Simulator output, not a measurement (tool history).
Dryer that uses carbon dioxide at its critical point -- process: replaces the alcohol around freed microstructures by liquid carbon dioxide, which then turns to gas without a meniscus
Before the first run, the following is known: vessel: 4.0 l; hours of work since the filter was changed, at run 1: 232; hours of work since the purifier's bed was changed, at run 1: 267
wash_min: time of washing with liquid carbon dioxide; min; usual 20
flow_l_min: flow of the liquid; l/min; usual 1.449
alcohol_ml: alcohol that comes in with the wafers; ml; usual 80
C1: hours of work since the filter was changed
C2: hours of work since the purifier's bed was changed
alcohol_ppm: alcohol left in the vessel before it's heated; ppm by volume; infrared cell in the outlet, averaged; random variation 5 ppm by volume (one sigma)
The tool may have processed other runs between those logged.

Run 1, hour 0.0: usual settings; C1 232; C2 267. Result: alcohol_ppm 94 ppm by volume.
Run 2, hour 10.5: usual settings; C1 235; C2 270. Result: alcohol_ppm 81 ppm by volume.
Run 3, hour 24.3: usual settings but wash_min 14 min; C1 240; C2 275. Result: alcohol_ppm 361 ppm by volume.
Run 4, hour 45.7: usual settings but alcohol_ml 28 ml; C1 247; C2 282. Result: alcohol_ppm 62 ppm by volume.
Run 5, hour 61.7: usual settings but alcohol_ml 28 ml; C1 252; C2 287. Result: alcohol_ppm 56 ppm by volume.
Run 6, hour 81.5: usual settings but alcohol_ml 28 ml; C1 259; C2 293. Result: alcohol_ppm 60 ppm by volume.
Run 7, hour 102.2: usual settings; C1 265; C2 300. Result: alcohol_ppm 97 ppm by volume.
Run 8, hour 117.0: usual settings; C1 270; C2 305. Result: alcohol_ppm 94 ppm by volume.
Run 9, hour 129.1: usual settings; C1 274; C2 309. Result: alcohol_ppm 115 ppm by volume.
Run 10, hour 150.5: usual settings but alcohol_ml 20 ml; C1 281; C2 316. Result: alcohol_ppm 57 ppm by volume.
Run 11, hour 172.5: usual settings but alcohol_ml 20 ml; C1 288; C2 323. Result: alcohol_ppm 61 ppm by volume.
Run 12, hour 192.3: usual settings but alcohol_ml 39 ml; C1 295; C2 329. Result: alcohol_ppm 72 ppm by volume.
Run 13, hour 212.6: usual settings; C1 301; C2 336. Result: alcohol_ppm 113 ppm by volume.
Run 14, hour 227.5: usual settings; C1 306; C2 341. Result: alcohol_ppm 110 ppm by volume.
Run 15, hour 248.8: usual settings; C1 313; C2 348. Result: alcohol_ppm 120 ppm by volume.
Run 16, hour 266.1: usual settings but wash_min 26 min; C1 319; C2 353. Result: alcohol_ppm 64 ppm by volume.
Run 17, hour 288.4: usual settings but wash_min 15 min, flow_l_min 0.960 l/min, alcohol_ml 81 ml; C1 326; C2 361. Result: alcohol_ppm 1216 ppm by volume.
Run 18, hour 300.8: usual settings but wash_min 15 min, flow_l_min 0.960 l/min, alcohol_ml 81 ml; C1 330; C2 365. Result: alcohol_ppm 1287 ppm by volume.
Run 19, hour 310.7: usual settings but wash_min 14 min, alcohol_ml 25 ml; C1 333; C2 368. Result: alcohol_ppm 175 ppm by volume.
Run 20, hour 323.1: usual settings but wash_min 14 min, alcohol_ml 25 ml; C1 337; C2 372. Result: alcohol_ppm 173 ppm by volume.
At hour 331.7: inlet filter changed.
Run 21, hour 334.7: usual settings but wash_min 14 min, flow_l_min 1.120 l/min, alcohol_ml 58 ml; C1 1; C2 375. Result: alcohol_ppm 487 ppm by volume.
Run 22, hour 351.1: usual settings but wash_min 14 min, flow_l_min 1.120 l/min, alcohol_ml 58 ml; C1 6; C2 381. Result: alcohol_ppm 507 ppm by volume.
Run 23, hour 372.9: usual settings but wash_min 14 min, flow_l_min 1.120 l/min, alcohol_ml 58 ml; C1 13; C2 388. Result: alcohol_ppm 498 ppm by volume.
Run 24, hour 383.3: usual settings but wash_min 15 min, flow_l_min 2.430 l/min, alcohol_ml 58 ml; C1 17; C2 391. Result: alcohol_ppm 60 ppm by volume.
Run 25, hour 401.4: usual settings but wash_min 15 min, flow_l_min 2.430 l/min, alcohol_ml 58 ml; C1 23; C2 397. Result: alcohol_ppm 49 ppm by volume.
Run 26, hour 414.7: usual settings but wash_min 15 min, flow_l_min 2.430 l/min, alcohol_ml 58 ml; C1 27; C2 401. Result: alcohol_ppm 67 ppm by volume.
Run 27, hour 429.8: usual settings but wash_min 24 min, flow_l_min 1.500 l/min; C1 32; C2 406. Result: alcohol_ppm 63 ppm by volume.
Run 28, hour 439.4: usual settings but wash_min 24 min, flow_l_min 1.500 l/min; C1 35; C2 409. Result: alcohol_ppm 58 ppm by volume.
Run 29, hour 456.1: usual settings but wash_min 26 min, flow_l_min 1.550 l/min; C1 40; C2 415. Result: alcohol_ppm 56 ppm by volume.
Run 30, hour 474.0: usual settings but wash_min 26 min, flow_l_min 1.550 l/min; C1 46; C2 421. Result: alcohol_ppm 60 ppm by volume.

Difference, measured minus no-hidden-state, one row per run. Run-to-run variation is common to both terms; the gauge's own scatter need not be:
Unlogged tool condition in this case: flow that reaches the vessel past the clogged filter, %; alcohol in the recycled carbon dioxide, ppm; drift of the gauge itself on alcohol_ppm, %.
run  alcohol_ppm
  1          +57
  2          +58
  3         +148
  4          +44
  5          +44
  6          +44
  7          +66
  8          +67
  9          +68
 10          +46
 11          +47
 12          +55
 13          +75
 14          +76
 15          +79
 16          +50
 17         +441
 18         +465
 19          +99
 20          +98
 21          +58
 22          +63
 23          +67
 24          +48
 25          +47
 26          +48
 27          +49
 28          +50
 29          +50
 30          +52
